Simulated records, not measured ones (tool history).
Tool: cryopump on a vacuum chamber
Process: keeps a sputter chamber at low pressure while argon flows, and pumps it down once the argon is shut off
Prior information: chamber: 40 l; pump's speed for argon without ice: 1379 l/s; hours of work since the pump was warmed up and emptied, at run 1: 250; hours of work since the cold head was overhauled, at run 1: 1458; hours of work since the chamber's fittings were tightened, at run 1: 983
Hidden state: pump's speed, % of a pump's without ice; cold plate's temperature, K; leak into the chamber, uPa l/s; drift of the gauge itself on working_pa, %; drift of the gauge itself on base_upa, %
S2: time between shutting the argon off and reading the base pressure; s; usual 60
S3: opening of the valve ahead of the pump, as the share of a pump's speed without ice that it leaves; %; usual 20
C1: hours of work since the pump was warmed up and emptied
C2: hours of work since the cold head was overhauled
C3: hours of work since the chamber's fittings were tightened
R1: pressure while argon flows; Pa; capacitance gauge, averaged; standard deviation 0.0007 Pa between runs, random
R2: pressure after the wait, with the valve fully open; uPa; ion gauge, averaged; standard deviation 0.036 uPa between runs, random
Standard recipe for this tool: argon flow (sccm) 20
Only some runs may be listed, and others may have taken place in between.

{"run": 1, "hour": 0.0, "argon flow (sccm)": 20, "S2": 60, "S3": 20, "C1": 250, "C2": 1458, "C3": 983, "R1": 0.1233, "R2": 2.43}
{"run": 2, "hour": 52.7, "argon flow (sccm)": 20, "S2": 60, "S3": 20, "C1": 285, "C2": 1492, "C3": 1017, "R1": 0.1249, "R2": 2.49}
{"run": 3, "hour": 147.4, "argon flow (sccm)": 20, "S2": 60, "S3": 53, "C1": 348, "C2": 1555, "C3": 1080, "R1": 0.0488, "R2": 2.45}
{"run": 4, "hour": 217.7, "argon flow (sccm)": 20, "S2": 60, "S3": 53, "C1": 394, "C2": 1601, "C3": 1126, "R1": 0.0491, "R2": 2.58}
{"run": 5, "hour": 256.8, "argon flow (sccm)": 20, "S2": 60, "S3": 53, "C1": 420, "C2": 1627, "C3": 1152, "R1": 0.0483, "R2": 2.52}
{"run": 6, "hour": 309.2, "argon flow (sccm)": 20, "S2": 60, "S3": 53, "C1": 455, "C2": 1662, "C3": 1187, "R1": 0.0491, "R2": 2.67}
{"run": 7, "hour": 381.4, "argon flow (sccm)": 20, "S2": 60, "S3": 20, "C1": 502, "C2": 1709, "C3": 1234, "R1": 0.1258, "R2": 2.64}
{"run": 8, "hour": 440.7, "argon flow (sccm)": 20, "S2": 60, "S3": 52, "C1": 541, "C2": 1749, "C3": 1274, "R1": 0.0507, "R2": 2.56}
{"run": 9, "hour": 485.7, "argon flow (sccm)": 20, "S2": 60, "S3": 20, "C1": 571, "C2": 1778, "C3": 1303, "R1": 0.1267, "R2": 2.63}
{"run": 10, "hour": 549.6, "argon flow (sccm)": 33, "S2": 60, "S3": 32, "C1": 613, "C2": 1821, "C3": 1346, "R1": 0.1324, "R2": 2.77}
{"run": 11, "hour": 593.1, "argon flow (sccm)": 12, "S2": 60, "S3": 32, "C1": 642, "C2": 1849, "C3": 1374, "R1": 0.0483, "R2": 2.74}
{"run": 12, "hour": 688.7, "argon flow (sccm)": 12, "S2": 60, "S3": 32, "C1": 705, "C2": 1912, "C3": 1437, "R1": 0.0487, "R2": 2.78}
{"run": 13, "hour": 740.5, "argon flow (sccm)": 12, "S2": 39, "S3": 16, "C1": 739, "C2": 1947, "C3": 1472, "R1": 0.0949, "R2": 3.8}
{"run": 14, "hour": 790.7, "argon flow (sccm)": 12, "S2": 73, "S3": 22, "C1": 773, "C2": 1980, "C3": 1505, "R1": 0.0699, "R2": 2.58}
{"run": 15, "hour": 886.0, "argon flow (sccm)": 22, "S2": 277, "S3": 40, "C1": 835, "C2": 2043, "C3": 1568, "R1": 0.0733, "R2": 1.5}
{"run": 16, "hour": 930.0, "argon flow (sccm)": 22, "S2": 277, "S3": 40, "C1": 865, "C2": 2072, "C3": 1597, "R1": 0.0734, "R2": 1.49}
{"run": 17, "hour": 1012.0, "argon flow (sccm)": 22, "S2": 277, "S3": 40, "C1": 919, "C2": 2126, "C3": 1651, "R1": 0.0736, "R2": 1.56}

Some steps in R1 between neighbouring runs. How much of each would the tool show without its hidden state too (settings, what came in, random variation), and how much is left for the hidden state, with any gauge scatter that isn't in both results?
Run 10 -> 11: argon flow (sccm) 33 -> 12. R1 -0.0841 Pa: hidden state -0.0039, all else -0.0802.
